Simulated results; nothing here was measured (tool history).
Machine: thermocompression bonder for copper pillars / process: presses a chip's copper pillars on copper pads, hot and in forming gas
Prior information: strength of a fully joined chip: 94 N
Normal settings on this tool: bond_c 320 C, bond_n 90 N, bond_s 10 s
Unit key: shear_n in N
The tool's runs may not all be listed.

run    hour  bond_c  bond_n  bond_s  shear_n
  1       0     320      90      10     35.6
  2    32.8     320      90      10       35
  3    86.6     320      90      10     34.5
  4   120.3     320      90      10     35.1
  5   149.7     320      90      10     34.1
  6   194.3     302      90      10     27.8
  7     232     302      90      10     28.4
      283.1  -- forming gas filter changed
  8   286.3     302      90      10       30
  9   333.1     302      90      10     29.8
 10   377.9     302      90      10       29
 11   429.8     291      90      10     25.9
 12   465.8     326      90      10     36.5
 13   518.4     326      90      10     36.5
 14   550.8     326      90      10       36
 15   594.7     326      90      10     35.6
 16   623.5     345      58      14     37.7
 17   666.1     345      61      16     41.2
      691.6  -- forming gas filter changed
 18   715.2     320      90      12     38.3
      719.8  -- heater calibrated with a thermocouple chip
 19   743.6     291     121      12     31.5
 20   777.4     291     121      12     31.3
      805.4  -- heater calibrated with a thermocouple chip, once more
 21     815     310     119      10     37.9
 22     848     310     119      10     37.7
 23   892.3     336      90       8     38.5
 24   917.8     302      90      19     38.7
 25   959.8     341     129       6     42.5
 26     983     341     129       6     42.3
 27  1014.2     317     129       6     33.6
 28  1066.1     317     129       6     33.1
 29  1099.8     317     129      19     49.2
       1104  -- forming gas filter changed
 30  1141.4     317     129      19     53.2

What if the next run were any one of these 5? Each begins from the tool's condition after run 30:
  A  1191.9     347     129      20        ?
  B  1191.9     346     129      19        ?
  C  1191.9     326      79       6        ?
  D  1191.9     303      93       5        ?
  E  1191.9     317     114      19        ?

run  shear_n
  A     65.3
  B       65
  C     29.3
  D     23.1
  E     49.8
Had the tool no hidden state, the same runs would have come out as:
run  shear_n
  A     66.2
  B     65.9
  C     29.7
  D     23.5
  E     50.6
